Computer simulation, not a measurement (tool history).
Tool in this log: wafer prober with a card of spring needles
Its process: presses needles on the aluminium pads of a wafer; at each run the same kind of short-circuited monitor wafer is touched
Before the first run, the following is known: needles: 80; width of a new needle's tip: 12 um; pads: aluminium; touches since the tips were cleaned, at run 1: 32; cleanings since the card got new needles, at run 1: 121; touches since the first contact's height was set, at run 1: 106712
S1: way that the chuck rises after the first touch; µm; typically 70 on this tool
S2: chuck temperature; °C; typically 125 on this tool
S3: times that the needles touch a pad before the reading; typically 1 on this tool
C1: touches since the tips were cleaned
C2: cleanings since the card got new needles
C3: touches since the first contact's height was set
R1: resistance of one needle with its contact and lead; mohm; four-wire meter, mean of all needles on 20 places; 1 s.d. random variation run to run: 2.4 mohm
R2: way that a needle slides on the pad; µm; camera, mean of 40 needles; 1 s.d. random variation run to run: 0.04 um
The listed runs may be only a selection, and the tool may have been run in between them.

{"run": 1, "hour": 0.0, "S1": 70, "S2": 125, "S3": 1, "C1": 32, "C2": 121, "C3": 106712, "R1": 274, "R2": 18.57}
{"hour": 13.9, "done": "tips cleaned on abrasive film"}
{"hour": 31.3, "done": "tips cleaned on abrasive film"}
{"hour": 45.2, "done": "tips cleaned on abrasive film"}
{"run": 2, "hour": 52.3, "S1": 70, "S2": 125, "S3": 1, "C1": 2803, "C2": 124, "C3": 127294, "R1": 297, "R2": 18.5}
{"hour": 59.3, "done": "tips cleaned on abrasive film"}
{"hour": 73.3, "done": "tips cleaned on abrasive film"}
{"hour": 87.2, "done": "tips cleaned on abrasive film"}
{"run": 3, "hour": 93.7, "S1": 70, "S2": 125, "S3": 1, "C1": 2573, "C2": 127, "C3": 143539, "R1": 302, "R2": 18.45}
{"hour": 104.2, "done": "tips cleaned on abrasive film"}
{"hour": 118.1, "done": "tips cleaned on abrasive film"}
{"hour": 128.8, "done": "height of the first contact set anew"}
{"hour": 135.8, "done": "tips cleaned on abrasive film"}
{"run": 4, "hour": 140.9, "S1": 70, "S2": 125, "S3": 1, "C1": 2024, "C2": 130, "C3": 4760, "R1": 289, "R2": 18.17}
{"hour": 151.4, "done": "tips cleaned on abrasive film"}
{"hour": 168.8, "done": "tips cleaned on abrasive film"}
{"hour": 186.1, "done": "tips cleaned on abrasive film"}
{"hour": 200.9, "done": "tips cleaned on abrasive film"}
{"run": 5, "hour": 200.9, "S1": 70, "S2": 86, "S3": 1, "C1": 0, "C2": 134, "C3": 28341, "R1": 265, "R2": 17.99}
{"hour": 218.3, "done": "tips cleaned on abrasive film"}
{"hour": 235.7, "done": "tips cleaned on abrasive film"}
{"hour": 249.6, "done": "tips cleaned on abrasive film"}
{"hour": 263.5, "done": "tips cleaned on abrasive film"}
{"hour": 277.4, "done": "tips cleaned on abrasive film"}
{"run": 6, "hour": 284.7, "S1": 70, "S2": 86, "S3": 1, "C1": 2859, "C2": 139, "C3": 61281, "R1": 293, "R2": 17.96}
{"hour": 291.7, "done": "tips cleaned on abrasive film"}
{"hour": 309.1, "done": "tips cleaned on abrasive film"}
{"hour": 326.5, "done": "tips cleaned on abrasive film"}
{"run": 7, "hour": 338.3, "S1": 70, "S2": 86, "S3": 1, "C1": 4676, "C2": 142, "C3": 82372, "R1": 306, "R2": 17.84}
{"hour": 341.8, "done": "tips cleaned on abrasive film"}
{"hour": 355.8, "done": "tips cleaned on abrasive film"}
{"hour": 373.1, "done": "tips cleaned on abrasive film"}
{"run": 8, "hour": 385.8, "S1": 70, "S2": 125, "S3": 1, "C1": 5011, "C2": 145, "C3": 101059, "R1": 318, "R2": 17.8}
{"hour": 389.4, "done": "tips cleaned on abrasive film"}
{"hour": 403.3, "done": "tips cleaned on abrasive film"}
{"hour": 417.2, "done": "tips cleaned on abrasive film"}
{"hour": 431.2, "done": "tips cleaned on abrasive film"}
{"run": 9, "hour": 433.1, "S1": 70, "S2": 125, "S3": 1, "C1": 751, "C2": 149, "C3": 119590, "R1": 285, "R2": 17.74}
{"hour": 447.0, "done": "tips cleaned on abrasive film"}
{"hour": 460.9, "done": "tips cleaned on abrasive film"}
{"hour": 474.8, "done": "tips cleaned on abrasive film"}
{"hour": 488.8, "done": "tips cleaned on abrasive film"}
{"hour": 502.7, "done": "tips cleaned on abrasive film"}
{"run": 10, "hour": 505.3, "S1": 70, "S2": 71, "S3": 1, "C1": 1039, "C2": 154, "C3": 147985, "R1": 276, "R2": 17.59}
{"hour": 509.1, "done": "height of the first contact set anew, once more"}
{"hour": 519.6, "done": "tips cleaned on abrasive film"}
{"hour": 533.5, "done": "tips cleaned on abrasive film"}
{"hour": 550.9, "done": "tips cleaned on abrasive film"}
{"run": 11, "hour": 564.7, "S1": 70, "S2": 71, "S3": 1, "C1": 5456, "C2": 157, "C3": 21869, "R1": 301, "R2": 18.88}
{"hour": 568.2, "done": "tips cleaned on abrasive film"}
{"hour": 582.2, "done": "tips cleaned on abrasive film"}
{"hour": 596.1, "done": "tips cleaned on abrasive film"}
{"hour": 613.5, "done": "tips cleaned on abrasive film"}
{"run": 12, "hour": 625.0, "S1": 70, "S2": 71, "S3": 1, "C1": 4575, "C2": 161, "C3": 45592, "R1": 295, "R2": 18.79}
{"hour": 628.6, "done": "tips cleaned on abrasive film"}
{"hour": 642.5, "done": "tips cleaned on abrasive film"}
{"hour": 659.9, "done": "tips cleaned on abrasive film"}
{"hour": 673.8, "done": "tips cleaned on abrasive film"}
{"hour": 691.2, "done": "tips cleaned on abrasive film"}
{"hour": 707.2, "done": "tips cleaned on abrasive film"}
{"run": 13, "hour": 707.2, "S1": 70, "S2": 71, "S3": 1, "C1": 0, "C2": 167, "C3": 77855, "R1": 260, "R2": 18.65}
{"hour": 721.1, "done": "tips cleaned on abrasive film"}
{"hour": 738.5, "done": "tips cleaned on abrasive film"}
{"hour": 752.4, "done": "tips cleaned on abrasive film"}
{"hour": 766.4, "done": "tips cleaned on abrasive film"}
{"hour": 780.3, "done": "tips cleaned on abrasive film"}
{"run": 14, "hour": 790.9, "S1": 75, "S2": 39, "S3": 1, "C1": 4186, "C2": 172, "C3": 110763, "R1": 290, "R2": 19.87}

Run 15 comes next. What will it give?
{"hour": 794.4, "done": "tips cleaned on abrasive film"}
{"hour": 808.4, "done": "tips cleaned on abrasive film"}
{"hour": 825.7, "done": "tips cleaned on abrasive film"}
{"hour": 839.6, "done": "tips cleaned on abrasive film"}
{"hour": 853.6, "done": "tips cleaned on abrasive film"}
{"hour": 870.9, "done": "tips cleaned on abrasive film"}
{"run": 15, "hour": 870.9, "S1": 70, "S2": 71, "S3": 1, "C1": 0, "C2": 178, "C3": 142191, "R1": "?", "R2": "?"}

{"run 15": {"R1": 261, "R2": 18.42}}
Minus the tool's unlogged condition, the same run would have read R1 257 mohm, R2 18.92 µm.
